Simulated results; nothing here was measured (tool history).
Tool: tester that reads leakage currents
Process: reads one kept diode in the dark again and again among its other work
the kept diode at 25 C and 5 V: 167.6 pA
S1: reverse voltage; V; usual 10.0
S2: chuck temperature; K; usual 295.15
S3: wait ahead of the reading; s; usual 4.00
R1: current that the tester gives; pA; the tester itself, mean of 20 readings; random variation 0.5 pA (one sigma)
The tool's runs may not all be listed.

run,day,S1,S2,S3,R1
1,0.000,10.0,295.15,4.00,165.53
2,1.279,10.0,295.15,4.00,165.15
3,2.146,10.0,295.15,4.00,165.87
4,2.771,10.0,295.15,4.00,165.41
5,4.167,10.0,295.15,4.00,165.20
6,4.742,10.0,295.15,4.00,164.77
7,6.079,10.0,295.15,7.45,165.46
8,7.371,10.0,295.15,7.45,164.66
9,8.188,10.0,295.15,4.00,166.52
10,8.767,10.0,295.15,4.00,165.74
11,10.133,10.0,295.15,4.00,165.10
12,11.412,10.0,310.15,4.00,608.90
13,12.200,10.0,318.15,4.00,1169.04
14,13.017,10.0,318.15,4.00,1173.41
15,14.104,10.0,318.15,4.00,1164.13
16,15.033,2.8,295.15,4.00,102.92
17,16.333,2.8,295.15,4.00,102.97
18,17.304,13.0,295.15,4.00,181.87
19,18.058,13.0,328.15,4.00,2763.80
20,18.912,13.0,328.15,4.00,2765.65
21,20.067,10.9,316.15,4.00,1028.22
22,20.721,7.3,298.15,0.55,194.91
23,22.129,6.6,319.15,4.00,1078.28
24,23.238,6.6,303.15,4.00,289.26
25,24.454,2.9,330.15,9.64,1836.39
26,25.412,2.9,330.15,9.64,1831.36
27,26.325,1.6,321.15,0.79,748.93
28,27.746,10.0,325.15,0.55,2019.74
29,28.496,10.0,301.15,1.21,284.91
30,29.304,2.0,295.15,5.59,90.95
31,30.333,10.6,295.15,3.41,169.02
32,31.146,10.0,327.15,0.41,2322.34
33,31.971,10.0,327.15,0.41,2317.61
34,32.850,6.9,313.15,5.07,682.87
35,34.258,1.2,304.15,5.07,167.95
36,34.892,1.3,304.15,5.07,172.50
37,36.225,1.3,304.15,5.07,173.17
38,37.375,3.8,299.15,1.26,165.97
39,38.483,10.0,312.15,4.00,718.74
40,39.888,1.5,323.15,7.02,856.05

Taken out of this log: 2 entries between the listed runs. Where each belongs, and how the hidden state differs across it:
Between runs 26 and 27: chuck's temperature calibrated (day 25.733)
  true chuck temperature over the reading, C: -0.01 -> 0
  measured less the result without the state, R1: -1.82 -> -0.13 pA
Between runs 27 and 28: probe card cleaned and baked (day 26.717)
  stray current of the dirty probe card, pA a volt: 0.028 -> 0.02
  measured less the result without the state, R1: -0.13 -> -0.43 pA

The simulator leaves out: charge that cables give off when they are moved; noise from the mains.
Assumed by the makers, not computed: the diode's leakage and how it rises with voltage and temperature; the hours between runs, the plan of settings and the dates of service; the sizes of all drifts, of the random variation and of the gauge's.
